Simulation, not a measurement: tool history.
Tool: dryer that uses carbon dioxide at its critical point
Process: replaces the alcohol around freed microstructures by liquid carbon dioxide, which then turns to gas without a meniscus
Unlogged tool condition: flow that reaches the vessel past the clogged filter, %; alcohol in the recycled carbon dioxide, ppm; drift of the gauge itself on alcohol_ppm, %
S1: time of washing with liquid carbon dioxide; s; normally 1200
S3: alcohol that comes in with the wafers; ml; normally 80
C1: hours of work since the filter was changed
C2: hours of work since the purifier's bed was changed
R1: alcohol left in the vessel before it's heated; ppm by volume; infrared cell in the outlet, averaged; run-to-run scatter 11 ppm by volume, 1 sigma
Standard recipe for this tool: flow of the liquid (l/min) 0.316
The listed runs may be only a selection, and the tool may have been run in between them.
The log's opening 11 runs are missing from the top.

{"run": 12, "hour": 180.5, "S1": 1200, "flow of the liquid (l/min)": 0.316, "S3": 80, "C1": 546, "C2": 436, "R1": 1052}
{"run": 13, "hour": 194.5, "S1": 1200, "flow of the liquid (l/min)": 0.316, "S3": 80, "C1": 556, "C2": 446, "R1": 1065}
{"run": 14, "hour": 209.4, "S1": 1200, "flow of the liquid (l/min)": 0.316, "S3": 80, "C1": 567, "C2": 457, "R1": 1090}
{"run": 15, "hour": 225.3, "S1": 1200, "flow of the liquid (l/min)": 0.316, "S3": 80, "C1": 578, "C2": 468, "R1": 1094}
{"hour": 243.5, "done": "inlet filter changed"}
{"run": 16, "hour": 245.4, "S1": 1200, "flow of the liquid (l/min)": 0.316, "S3": 80, "C1": 1, "C2": 482, "R1": 724}
{"run": 17, "hour": 256.5, "S1": 720, "flow of the liquid (l/min)": 0.316, "S3": 80, "C1": 9, "C2": 490, "R1": 4689}
{"run": 18, "hour": 272.9, "S1": 720, "flow of the liquid (l/min)": 0.316, "S3": 80, "C1": 21, "C2": 502, "R1": 4717}
{"run": 19, "hour": 286.7, "S1": 720, "flow of the liquid (l/min)": 0.316, "S3": 80, "C1": 31, "C2": 512, "R1": 4765}
{"run": 20, "hour": 303.3, "S1": 1200, "flow of the liquid (l/min)": 0.316, "S3": 45, "C1": 43, "C2": 523, "R1": 430}
{"run": 21, "hour": 321.5, "S1": 1200, "flow of the liquid (l/min)": 0.316, "S3": 45, "C1": 56, "C2": 536, "R1": 434}
{"run": 22, "hour": 338.0, "S1": 1200, "flow of the liquid (l/min)": 0.27, "S3": 80, "C1": 68, "C2": 548, "R1": 1448}
{"run": 23, "hour": 357.7, "S1": 1200, "flow of the liquid (l/min)": 0.316, "S3": 80, "C1": 82, "C2": 562, "R1": 771}
{"run": 24, "hour": 370.7, "S1": 1200, "flow of the liquid (l/min)": 0.316, "S3": 80, "C1": 91, "C2": 572, "R1": 755}
{"run": 25, "hour": 389.6, "S1": 1200, "flow of the liquid (l/min)": 0.316, "S3": 80, "C1": 105, "C2": 585, "R1": 750}
{"run": 26, "hour": 403.7, "S1": 1320, "flow of the liquid (l/min)": 0.316, "S3": 66, "C1": 115, "C2": 595, "R1": 414}
{"run": 27, "hour": 421.8, "S1": 1140, "flow of the liquid (l/min)": 0.316, "S3": 80, "C1": 128, "C2": 608, "R1": 1017}
{"run": 28, "hour": 431.7, "S1": 1260, "flow of the liquid (l/min)": 0.339, "S3": 37, "C1": 135, "C2": 615, "R1": 225}
{"run": 29, "hour": 446.1, "S1": 1200, "flow of the liquid (l/min)": 0.316, "S3": 56, "C1": 145, "C2": 626, "R1": 562}
{"run": 30, "hour": 462.5, "S1": 1140, "flow of the liquid (l/min)": 0.448, "S3": 80, "C1": 157, "C2": 637, "R1": 210}
{"run": 31, "hour": 485.3, "S1": 1200, "flow of the liquid (l/min)": 0.316, "S3": 24, "C1": 173, "C2": 654, "R1": 274}
{"run": 32, "hour": 502.7, "S1": 1860, "flow of the liquid (l/min)": 0.507, "S3": 24, "C1": 186, "C2": 666, "R1": 35}

Expected results for the next run?
{"run": 33, "hour": 519.5, "S1": 1860, "flow of the liquid (l/min)": 0.507, "S3": 24, "C1": 198, "C2": 678, "R1": "?"}

{"run 33": {"R1": 35}}
Minus the tool's unlogged condition, the same run would have read R1 5 ppm by volume.
